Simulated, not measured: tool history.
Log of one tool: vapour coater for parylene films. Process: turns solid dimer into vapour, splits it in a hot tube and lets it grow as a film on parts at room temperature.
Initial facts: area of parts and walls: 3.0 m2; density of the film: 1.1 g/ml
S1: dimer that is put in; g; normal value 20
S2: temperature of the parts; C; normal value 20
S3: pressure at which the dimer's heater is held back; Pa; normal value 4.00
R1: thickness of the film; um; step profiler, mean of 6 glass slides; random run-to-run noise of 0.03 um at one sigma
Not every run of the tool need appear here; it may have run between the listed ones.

Run 1, day 0.000: usual settings. Result: R1 4.62 um.
Run 2, day 1.942: usual settings. Result: R1 4.56 um.
Run 3, day 3.917: usual settings. Result: R1 4.58 um.
Run 4, day 5.425: usual settings. Result: R1 4.59 um.
Run 5, day 6.467: usual settings but S2 24 C. Result: R1 3.77 um.
Run 6, day 7.492: usual settings but S2 24 C. Result: R1 3.74 um.
Run 7, day 9.229: usual settings but S2 24 C. Result: R1 3.69 um.
At day 9.867: trap's valve overhauled.
Run 8, day 10.746: usual settings but S2 24 C. Result: R1 3.96 um.
Run 9, day 12.133: usual settings but S2 24 C. Result: R1 3.90 um.
Run 10, day 13.950: usual settings but S1 10 g, S2 24 C. Result: R1 1.94 um.
Run 11, day 15.821: usual settings. Result: R1 4.70 um.
Run 12, day 17.675: usual settings. Result: R1 4.70 um.
Run 13, day 18.508: usual settings. Result: R1 4.61 um.
Run 14, day 19.975: usual settings. Result: R1 4.69 um.
Run 15, day 21.558: usual settings. Result: R1 4.63 um.
Run 16, day 23.325: usual settings. Result: R1 4.63 um.
Run 17, day 25.296: usual settings. Result: R1 4.63 um.
Run 18, day 26.175: usual settings. Result: R1 4.55 um.
Run 19, day 27.954: usual settings but S2 25 C. Result: R1 3.49 um.
At day 28.604: trap's valve overhauled.
Run 20, day 29.621: usual settings but S2 25 C. Result: R1 3.71 um.
Run 21, day 30.512: usual settings but S1 15 g. Result: R1 3.60 um.
Run 22, day 31.750: usual settings but S1 15 g. Result: R1 3.59 um.
Run 23, day 33.708: usual settings but S1 15 g. Result: R1 3.55 um.
Run 24, day 34.867: usual settings. Result: R1 4.73 um.
Run 25, day 36.025: usual settings but S2 14 C, S3 9.48 Pa. Result: R1 5.48 um.
Run 26, day 37.675: usual settings but S2 22 C, S3 9.48 Pa. Result: R1 3.66 um.
Run 27, day 38.575: usual settings but S1 25 g, S2 22 C, S3 9.48 Pa. Result: R1 4.55 um.
Run 28, day 39.508: usual settings but S1 25 g, S2 22 C, S3 4.28 Pa. Result: R1 5.24 um.
Run 29, day 40.729: usual settings but S1 10 g, S2 13 C, S3 2.50 Pa. Result: R1 2.87 um.
Run 30, day 42.108: usual settings but S1 14 g, S2 13 C, S3 2.50 Pa. Result: R1 3.90 um.
Run 31, day 43.871: usual settings but S1 10 g, S2 19 C, S3 3.52 Pa. Result: R1 2.44 um.
Run 32, day 45.333: usual settings but S1 8 g, S2 19 C, S3 5.49 Pa. Result: R1 1.83 um.
Run 33, day 46.317: usual settings but S1 16 g, S2 19 C, S3 8.48 Pa. Result: R1 3.44 um.
At day 47.317: trap's valve overhauled.
Run 34, day 47.479: usual settings but S1 16 g, S2 19 C, S3 8.48 Pa. Result: R1 3.59 um.
Run 35, day 49.279: usual settings but S1 10 g, S2 14 C. Result: R1 2.92 um.
Run 36, day 51.121: usual settings but S1 9 g. Result: R1 2.16 um.
Run 37, day 52.238: usual settings but S2 16 C, S3 4.33 Pa. Result: R1 5.78 um.
Run 38, day 53.404: usual settings but S2 16 C, S3 4.33 Pa. Result: R1 5.78 um.
Run 39, day 55.012: usual settings but S1 21 g, S2 16 C, S3 2.92 Pa. Result: R1 6.02 um.
Run 40, day 56.150: usual settings but S1 24 g, S2 22 C, S3 6.39 Pa. Result: R1 4.83 um.
Run 41, day 57.250: usual settings but S1 24 g, S2 13 C, S3 7.22 Pa. Result: R1 6.92 um.
Run 42, day 58.779: usual settings but S1 17 g, S2 23 C. Result: R1 3.45 um.
Run 43, day 59.896: usual settings but S3 8.31 Pa. Result: R1 4.18 um.
Run 44, day 60.892: usual settings but S3 8.31 Pa. Result: R1 4.12 um.
Run 45, day 61.917: usual settings but S1 10 g. Result: R1 2.33 um.
Run 46, day 62.729: usual settings but S1 16 g, S2 23 C. Result: R1 3.18 um.
Run 47, day 64.058: usual settings but S1 12 g, S2 27 C, S3 9.02 Pa. Result: R1 1.72 um.

Measured minus without-hidden-state, run by run (identical run-to-run variation in each term; gauge scatter may differ):
Hidden state at play: vapour lost through the trap's worn valve, %; true temperature of the parts over the reading, C; drift of the gauge itself on film_um, %.
run     R1
  1  -0.06
  2  -0.08
  3  -0.11
  4  -0.13
  5  -0.12
  6  -0.13
  7  -0.15
  8  +0.08
  9  +0.06
 10  +0.02
 11  +0.03
 12  +0.00
 13  -0.01
 14  -0.04
 15  -0.05
 16  -0.08
 17  -0.10
 18  -0.11
 19  -0.11
 20  +0.10
 21  +0.09
 22  +0.08
 23  +0.06
 24  +0.06
 25  +0.05
 26  +0.02
 27  +0.01
 28  +0.00
 29  -0.12
 30  -0.19
 31  -0.03
 32  -0.03
 33  -0.06
 34  +0.15
 35  -0.03
 36  +0.07
 37  +0.15
 38  +0.13
 39  -0.18
 40  +0.08
 41  -0.26
 42  +0.03
 43  +0.02
 44  +0.01
 45  -0.01
 46  -0.01
 47  -0.01

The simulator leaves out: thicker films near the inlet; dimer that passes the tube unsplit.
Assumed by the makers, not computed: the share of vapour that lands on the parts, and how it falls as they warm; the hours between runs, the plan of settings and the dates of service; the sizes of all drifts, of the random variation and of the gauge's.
